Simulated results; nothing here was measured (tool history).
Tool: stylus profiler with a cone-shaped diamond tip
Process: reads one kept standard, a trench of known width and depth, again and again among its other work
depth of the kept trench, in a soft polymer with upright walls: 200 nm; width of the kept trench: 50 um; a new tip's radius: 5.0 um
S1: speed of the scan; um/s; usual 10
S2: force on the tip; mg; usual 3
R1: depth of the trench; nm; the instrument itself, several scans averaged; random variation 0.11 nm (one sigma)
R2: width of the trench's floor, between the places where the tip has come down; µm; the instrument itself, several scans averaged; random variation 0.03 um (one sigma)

Run 1, hour 0: usual settings. Result: R1 203.13 nm, R2 46.06 µm.
Run 2, hour 40.5: usual settings but S1 4 um/s. Result: R1 202.92 nm, R2 46.02 µm.
Run 3, hour 102.6: usual settings but S1 4 um/s. Result: R1 203.03 nm, R2 45.99 µm.
Run 4, hour 156.2: usual settings but S1 4 um/s. Result: R1 202.97 nm, R2 45.99 µm.
Run 5, hour 237: usual settings but S1 4 um/s. Result: R1 203.09 nm, R2 45.94 µm.
Run 6, hour 297: usual settings but S1 4 um/s. Result: R1 203.09 nm, R2 45.95 µm.
Run 7, hour 345.3: usual settings but S1 4 um/s. Result: R1 202.87 nm, R2 45.93 µm.
Run 8, hour 410: usual settings but S1 4 um/s. Result: R1 203.24 nm, R2 45.87 µm.
Run 9, hour 452.9: usual settings but S1 4 um/s. Result: R1 202.95 nm, R2 45.87 µm.
Run 10, hour 501.5: usual settings but S1 4 um/s. Result: R1 203.04 nm, R2 45.85 µm.
Run 11, hour 541.1: usual settings but S1 24 um/s. Result: R1 202.88 nm, R2 45.79 µm.
Run 12, hour 613.5: usual settings but S1 24 um/s. Result: R1 203.16 nm, R2 45.81 µm.
Run 13, hour 654.6: usual settings. Result: R1 202.94 nm, R2 45.82 µm.
Run 14, hour 719.3: usual settings. Result: R1 203.1 nm, R2 45.78 µm.
Run 15, hour 756.3: usual settings. Result: R1 203.17 nm, R2 45.73 µm.
At hour 764: height scale calibrated on a step standard.
Run 16, hour 791.2: usual settings. Result: R1 203.35 nm, R2 45.75 µm.
Run 17, hour 840.5: usual settings but S1 21 um/s, S2 1.27 mg. Result: R1 202.09 nm, R2 45.69 µm.
Run 18, hour 887.8: usual settings but S1 21 um/s, S2 1.27 mg. Result: R1 202.1 nm, R2 45.72 µm.
Run 19, hour 925.6: usual settings but S1 28 um/s, S2 1.37 mg. Result: R1 202.19 nm, R2 45.66 µm.
Run 20, hour 996.1: usual settings but S1 28 um/s, S2 3.52 mg. Result: R1 203.74 nm, R2 45.62 µm.
Run 21, hour 1037.6: usual settings but S1 28 um/s, S2 3.52 mg. Result: R1 203.63 nm, R2 45.69 µm.
Run 22, hour 1076.6: usual settings but S1 7 um/s, S2 3.11 mg. Result: R1 203.33 nm, R2 45.69 µm.
Run 23, hour 1133.2: usual settings but S1 7 um/s, S2 3.11 mg. Result: R1 203.4 nm, R2 45.7 µm.
At hour 1163.2: height scale calibrated on a step standard, once more.
Run 24, hour 1179.5: usual settings but S1 7 um/s, S2 3.11 mg. Result: R1 202.94 nm, R2 45.64 µm.
Run 25, hour 1228.8: usual settings but S1 7 um/s, S2 8.42 mg. Result: R1 205.77 nm, R2 45.6 µm.
Run 26, hour 1267.5: usual settings but S1 17 um/s, S2 7.52 mg. Result: R1 205.31 nm, R2 45.61 µm.
Run 27, hour 1323.5: usual settings but S1 17 um/s, S2 7.52 mg. Result: R1 205.26 nm, R2 45.62 µm.
Run 28, hour 1360.2: usual settings but S1 3 um/s, S2 7.52 mg. Result: R1 205.4 nm, R2 45.62 µm.
Run 29, hour 1394.7: usual settings but S1 3 um/s, S2 7.52 mg. Result: R1 205.35 nm, R2 45.6 µm.
Run 30, hour 1437.5: usual settings but S1 3 um/s, S2 7.52 mg. Result: R1 205.64 nm, R2 45.59 µm.
Run 31, hour 1516.6: usual settings but S1 22 um/s, S2 2.89 mg. Result: R1 202.86 nm, R2 45.51 µm.

The same runs without the tool's hidden state, with the same run-to-run variation:
The hidden state here: radius of the tip, um; height scale over the true one, %; drift of the gauge itself on depth_nm, %; drift of the gauge itself on floor_um, %.
run      R1     R2
  1  202.99  47.23
  2  202.78   47.2
  3  202.87   47.2
  4  202.79  47.21
  5  202.89  47.18
  6  202.87  47.22
  7  202.64  47.22
  8  202.99  47.17
  9  202.69  47.19
 10  202.77  47.18
 11   202.6  47.14
 12  202.86  47.18
 13  202.62   47.2
 14  202.76  47.17
 15  202.82  47.14
 16  202.87  47.17
 17   201.6  47.13
 18  201.59  47.17
 19  201.67  47.12
 20  203.19   47.1
 21  203.08  47.19
 22  202.76   47.2
 23  202.81  47.23
 24  202.86  47.18
 25  205.68  47.16
 26  205.21  47.17
 27  205.14   47.2
 28  205.27  47.21
 29  205.22  47.21
 30  205.49  47.21
 31  202.69  47.15
